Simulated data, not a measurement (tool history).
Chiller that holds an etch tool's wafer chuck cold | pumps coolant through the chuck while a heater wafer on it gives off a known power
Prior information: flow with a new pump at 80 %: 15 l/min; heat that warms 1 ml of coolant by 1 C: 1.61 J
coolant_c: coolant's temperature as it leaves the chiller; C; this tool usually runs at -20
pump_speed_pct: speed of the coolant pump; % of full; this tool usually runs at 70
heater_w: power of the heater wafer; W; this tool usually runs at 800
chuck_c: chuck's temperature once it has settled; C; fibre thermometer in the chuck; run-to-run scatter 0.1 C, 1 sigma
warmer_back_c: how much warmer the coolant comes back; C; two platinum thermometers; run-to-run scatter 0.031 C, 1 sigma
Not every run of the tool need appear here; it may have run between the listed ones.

run 1 hour=0 | coolant_c=-20 pump_speed_pct=70 heater_w=800 | chuck_c=-14.3 warmer_back_c=2.36
run 2 hour=78.7 | coolant_c=-20 pump_speed_pct=70 heater_w=800 | chuck_c=-14.2 warmer_back_c=2.4
run 3 hour=114.8 | coolant_c=-20 pump_speed_pct=70 heater_w=800 | chuck_c=-14.3 warmer_back_c=2.38
run 4 hour=155.2 | coolant_c=-20 pump_speed_pct=70 heater_w=800 | chuck_c=-14.2 warmer_back_c=2.41
run 5 hour=208.2 | coolant_c=-20 pump_speed_pct=70 heater_w=800 | chuck_c=-14.4 warmer_back_c=2.32
run 6 hour=247.5 | coolant_c=-20 pump_speed_pct=70 heater_w=800 | chuck_c=-14.4 warmer_back_c=2.39
run 7 hour=293 | coolant_c=-20 pump_speed_pct=70 heater_w=800 | chuck_c=-14.3 warmer_back_c=2.44
run 8 hour=333.8 | coolant_c=-20 pump_speed_pct=70 heater_w=800 | chuck_c=-14.4 warmer_back_c=2.37
run 9 hour=394.5 | coolant_c=-20 pump_speed_pct=70 heater_w=800 | chuck_c=-14.2 warmer_back_c=2.39
run 10 hour=436.7 | coolant_c=-20 pump_speed_pct=70 heater_w=800 | chuck_c=-14.1 warmer_back_c=2.4

Estimate the outcome of run 11 from the log above:
run 11 hour=480.7 | coolant_c=-20 pump_speed_pct=89 heater_w=846 | chuck_c=? warmer_back_c=?

chuck_c: -14.7 C
warmer_back_c: 1.95 C
If the tool had no hidden condition, the same run with the same run-to-run variation would have returned chuck_c -15 C, warmer_back_c 1.89 C.
